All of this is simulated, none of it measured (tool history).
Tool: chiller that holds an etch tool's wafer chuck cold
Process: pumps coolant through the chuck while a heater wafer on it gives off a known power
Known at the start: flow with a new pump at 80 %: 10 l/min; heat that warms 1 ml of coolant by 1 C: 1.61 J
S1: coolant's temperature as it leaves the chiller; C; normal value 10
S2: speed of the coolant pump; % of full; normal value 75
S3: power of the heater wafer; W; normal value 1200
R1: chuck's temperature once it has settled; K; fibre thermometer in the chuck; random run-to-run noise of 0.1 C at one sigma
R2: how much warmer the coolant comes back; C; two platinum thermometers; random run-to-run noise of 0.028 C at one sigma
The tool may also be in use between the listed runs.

run    hour  S1  S2    S3      R1    R2
  1       0  10  75  1200  299.55  5.05
  2   149.5  10  75  1200  299.75  4.98
  3   236.1  10  75  1034  297.45  4.35
      326.1  -- chiller's thermometer calibrated
  4   347.5  10  75  1034  298.05  4.32
  5   473.3  10  75  1034  297.85  4.38
  6   578.8  10  75  1034  297.95  4.32
  7   709.2  10  75  1034  297.95  4.39
  8   870.3   5  70  1200  296.25  5.44
  9   960.3  12  67  1109  302.85  5.24
      970.4  -- chiller's thermometer calibrated, once more
 10  1079.9  12  67  1109  301.75  5.26
 11    1242   9  75  1200  298.55  5.05
 12  1402.8   9  75  1200  298.85  5.09
 13    1506   9  75  1200  298.85  5.09

Hidden state or all else? Some run-to-run changes of R1, split into what the settings, what came in and random variation would give without the hidden state, and what is left for the hidden state (with any gauge scatter that isn't in both results):
Hidden state present: heat passed by the chuck's channels, % of clean ones'; flow at a given pump speed, % of a new pump's; coolant's true temperature over the reading, C; drift of the gauge itself on chuck_c, C; drift of the gauge itself on warmer_back_c, C.
Run 8 -> 9: S1 5 -> 12, S2 70 -> 67, S3 1200 -> 1109. R1 +6.6 K: hidden state +0, all else +6.6.
Run 9 -> 10: chiller's thermometer calibrated, once more. R1 -1.1 K: hidden state -1, all else -0.1.
